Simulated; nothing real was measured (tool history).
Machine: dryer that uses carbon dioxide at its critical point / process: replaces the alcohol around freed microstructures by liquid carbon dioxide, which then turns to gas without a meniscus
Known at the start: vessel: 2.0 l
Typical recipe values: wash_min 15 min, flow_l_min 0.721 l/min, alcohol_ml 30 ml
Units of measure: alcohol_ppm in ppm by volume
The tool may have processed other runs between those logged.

run	hour	wash_min	flow_l_min	alcohol_ml	alcohol_ppm
1	0.0	15	0.721	30	424
2	14.0	15	0.721	30	404
3	22.9	15	0.721	30	420
4	29.4	15	0.832	30	249
5	37.2	15	0.721	30	421
6	42.9	15	0.721	30	433
7	52.9	15	0.992	30	125
8	66.1	15	0.992	30	126
9	73.4	15	0.992	30	134
10	81.9	15	0.992	30	133
11	90.3	15	0.992	30	139
12	101.4	15	0.992	30	144
13	108.4	15	0.609	30	758
14	119.4	15	0.721	30	474
15	130.4	15	0.721	30	458
16	143.5	15	0.721	30	462
17	156.6	15	0.721	30	465
18	163.2	15	1.026	30	127
19	170.9	15	0.472	30	1516
20	184.7	15	0.472	51	2598
# hour 194.9: inlet filter changed
21	198.7	15	0.472	51	1981
22	208.9	15	1.180	30	59
23	216.3	15	1.180	30	67
24	229.7	15	0.721	30	344
25	243.7	15	0.721	30	347
26	253.6	15	0.861	116	647
27	264.8	15	0.861	39	241
28	278.7	17	1.015	32	75
29	289.7	9	0.886	22	692
30	298.3	15	0.832	27	214
31	307.6	15	0.832	27	203
32	320.0	14	1.110	97	263
33	330.6	14	1.110	97	267
34	341.7	14	1.110	97	263
35	352.6	14	1.135	36	122
36	363.7	14	1.135	36	128
37	374.4	15	0.459	98	4451
38	382.7	15	0.459	98	4443
39	390.9	15	0.459	98	4460
40	399.6	15	0.459	98	4355
41	412.6	13	1.101	28	156
42	419.8	13	0.632	21	661
43	432.7	13	0.625	117	3537
44	442.5	16	0.782	30	250
45	449.0	15	0.774	44	454
46	461.5	15	0.721	30	429
47	474.7	15	0.721	30	437

Here are 3 independent what-if runs from the current tool condition. What would each one return?
A	487.9	16	0.534	63	?
B	487.9	21	0.534	25	?
C	487.9	12	0.721	31	?

run	alcohol_ppm
A	1720
B	324
C	848
Had the tool no hidden state, the same runs would have come out as:
run	alcohol_ppm
A	1457
B	222
C	689

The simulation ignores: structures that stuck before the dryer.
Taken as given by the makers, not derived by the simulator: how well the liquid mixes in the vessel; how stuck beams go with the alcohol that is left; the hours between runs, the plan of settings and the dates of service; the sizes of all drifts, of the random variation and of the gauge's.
